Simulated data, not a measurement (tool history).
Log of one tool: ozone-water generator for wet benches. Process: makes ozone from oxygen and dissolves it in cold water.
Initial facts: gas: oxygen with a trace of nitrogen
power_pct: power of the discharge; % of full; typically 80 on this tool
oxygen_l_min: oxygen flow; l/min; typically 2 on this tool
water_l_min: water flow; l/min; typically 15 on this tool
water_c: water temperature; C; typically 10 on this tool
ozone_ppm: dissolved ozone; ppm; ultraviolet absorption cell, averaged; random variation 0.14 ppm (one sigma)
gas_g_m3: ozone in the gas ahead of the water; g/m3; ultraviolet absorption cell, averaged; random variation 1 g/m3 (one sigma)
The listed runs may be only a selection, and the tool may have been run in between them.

run 1 day=0.000 | power_pct=80 oxygen_l_min=2 water_l_min=15 water_c=10 | ozone_ppm=15.7 gas_g_m3=183.4
run 2 day=2.058 | power_pct=80 oxygen_l_min=2 water_l_min=15 water_c=10 | ozone_ppm=15.5 gas_g_m3=182.6
run 3 day=4.304 | power_pct=80 oxygen_l_min=2 water_l_min=21 water_c=10 | ozone_ppm=11.2 gas_g_m3=180.8
run 4 day=6.029 | power_pct=65 oxygen_l_min=2 water_l_min=21 water_c=10 | ozone_ppm=9.0 gas_g_m3=150.5
run 5 day=8.683 | power_pct=65 oxygen_l_min=2 water_l_min=21 water_c=10 | ozone_ppm=9.2 gas_g_m3=151.0
run 6 day=10.233 | power_pct=80 oxygen_l_min=2 water_l_min=15 water_c=10 | ozone_ppm=15.7 gas_g_m3=185.3
run 7 day=12.167 | power_pct=80 oxygen_l_min=2 water_l_min=15 water_c=10 | ozone_ppm=15.4 gas_g_m3=185.5
-- day=14.167 water thermometer calibrated
run 8 day=14.562 | power_pct=80 oxygen_l_min=2 water_l_min=15 water_c=10 | ozone_ppm=15.4 gas_g_m3=185.4
run 9 day=17.483 | power_pct=80 oxygen_l_min=2 water_l_min=15 water_c=10 | ozone_ppm=15.5 gas_g_m3=184.7
run 10 day=19.646 | power_pct=80 oxygen_l_min=2 water_l_min=15 water_c=10 | ozone_ppm=15.5 gas_g_m3=186.9
run 11 day=22.317 | power_pct=80 oxygen_l_min=2 water_l_min=15 water_c=10 | ozone_ppm=15.6 gas_g_m3=188.1
run 12 day=24.717 | power_pct=80 oxygen_l_min=2 water_l_min=15 water_c=10 | ozone_ppm=15.5 gas_g_m3=187.5
run 13 day=26.812 | power_pct=80 oxygen_l_min=2 water_l_min=15 water_c=10 | ozone_ppm=15.5 gas_g_m3=186.7
-- day=27.254 gauge calibrated
run 14 day=28.508 | power_pct=80 oxygen_l_min=2 water_l_min=10 water_c=10 | ozone_ppm=22.0 gas_g_m3=180.3
run 15 day=30.738 | power_pct=80 oxygen_l_min=2 water_l_min=15 water_c=10 | ozone_ppm=15.8 gas_g_m3=183.5
run 16 day=32.692 | power_pct=80 oxygen_l_min=2 water_l_min=15 water_c=10 | ozone_ppm=15.5 gas_g_m3=183.3

What will run 17 give?
run 17 day=34.046 | power_pct=42 oxygen_l_min=2 water_l_min=15 water_c=10 | ozone_ppm=? gas_g_m3=?

For run 17 the tool returned ozone_ppm 8.4 ppm, gas_g_m3 100.6 g/m3.
With no hidden state in the tool, this same run would have given ozone_ppm 8.4 ppm, gas_g_m3 99.9 g/m3.
